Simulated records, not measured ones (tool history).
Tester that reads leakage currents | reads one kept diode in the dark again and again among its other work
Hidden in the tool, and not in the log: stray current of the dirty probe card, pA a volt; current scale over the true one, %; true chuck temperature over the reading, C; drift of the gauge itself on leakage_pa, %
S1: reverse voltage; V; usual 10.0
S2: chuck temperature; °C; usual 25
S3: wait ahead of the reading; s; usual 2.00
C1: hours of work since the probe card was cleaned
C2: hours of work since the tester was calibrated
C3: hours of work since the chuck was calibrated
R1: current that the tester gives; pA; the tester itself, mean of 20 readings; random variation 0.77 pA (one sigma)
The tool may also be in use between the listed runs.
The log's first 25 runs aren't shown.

Run 26, hour 553.2: usual settings but S1 13.7 V, S3 2.46 s; C1 995; C2 1680; C3 1652. Result: R1 318.54 pA.
Run 27, hour 567.0: usual settings but S1 13.7 V, S3 2.46 s; C1 1003; C2 1688; C3 1661. Result: R1 318.87 pA.
Run 28, hour 593.3: usual settings but S1 13.7 V, S3 2.46 s; C1 1019; C2 1704; C3 1676. Result: R1 319.11 pA.
Run 29, hour 618.0: usual settings but S1 6.4 V, S2 22 °C, S3 8.62 s; C1 1034; C2 1719; C3 1691. Result: R1 170.68 pA.
Run 30, hour 644.2: usual settings but S1 6.4 V, S2 22 °C, S3 0.82 s; C1 1050; C2 1735; C3 1707. Result: R1 172.56 pA.
Run 31, hour 674.0: usual settings but S1 1.2 V, S3 0.36 s; C1 1067; C2 1753; C3 1725. Result: R1 104.07 pA.
Run 32, hour 691.0: usual settings but S1 9.2 V, S2 57 °C, S3 1.52 s; C1 1078; C2 1763; C3 1735. Result: R1 3562.62 pA.
Run 33, hour 720.5: usual settings but S1 9.2 V, S2 57 °C, S3 1.52 s; C1 1096; C2 1781; C3 1753. Result: R1 3573.67 pA.
Run 34, hour 750.6: usual settings but S1 4.0 V, S2 30 °C, S3 0.63 s; C1 1114; C2 1799; C3 1771. Result: R1 281.03 pA.
Run 35, hour 766.2: usual settings but S1 4.0 V, S2 30 °C, S3 6.57 s; C1 1123; C2 1808; C3 1781. Result: R1 279.56 pA.
Run 36, hour 782.6: usual settings but S1 12.6 V, S3 6.57 s; C1 1133; C2 1818; C3 1791. Result: R1 307.97 pA.
Run 37, hour 802.1: usual settings but S2 23 °C, S3 0.32 s; C1 1145; C2 1830; C3 1802. Result: R1 238.61 pA.
Run 38, hour 829.3: usual settings but S1 2.2 V, S2 31 °C, S3 0.32 s; C1 1161; C2 1846; C3 1819. Result: R1 233.33 pA.
Run 39, hour 847.1: usual settings but S1 2.2 V, S2 31 °C, S3 0.32 s; C1 1172; C2 1857; C3 1830. Result: R1 232.01 pA.

5 ways to go on from here, each from the tool as it stands after run 39. What would each give?
Run A, hour 865.1: usual settings but S1 1.4 V, S2 20 °C; C1 1183; C2 1868; C3 1840. Result: R1 ?.
Run B, hour 865.1: usual settings but S1 2.6 V, S2 46 °C, S3 1.02 s; C1 1183; C2 1868; C3 1840. Result: R1 ?.
Run C, hour 865.1: usual settings but S1 10.6 V, S2 30 °C, S3 0.66 s; C1 1183; C2 1868; C3 1840. Result: R1 ?.
Run D, hour 865.1: usual settings but S1 4.1 V; C1 1183; C2 1868; C3 1840. Result: R1 ?.
Run E, hour 865.1: usual settings but S1 1.1 V, S2 29 °C, S3 0.62 s; C1 1183; C2 1868; C3 1840. Result: R1 ?.

run      R1
  A   70.37
  B  867.55
  C  443.44
  D  183.19
  E  141.73
Without the tool's hidden state the same runs would have given:
run      R1
  A   65.16
  B  824.56
  C  411.47
  D  169.71
  E  133.18

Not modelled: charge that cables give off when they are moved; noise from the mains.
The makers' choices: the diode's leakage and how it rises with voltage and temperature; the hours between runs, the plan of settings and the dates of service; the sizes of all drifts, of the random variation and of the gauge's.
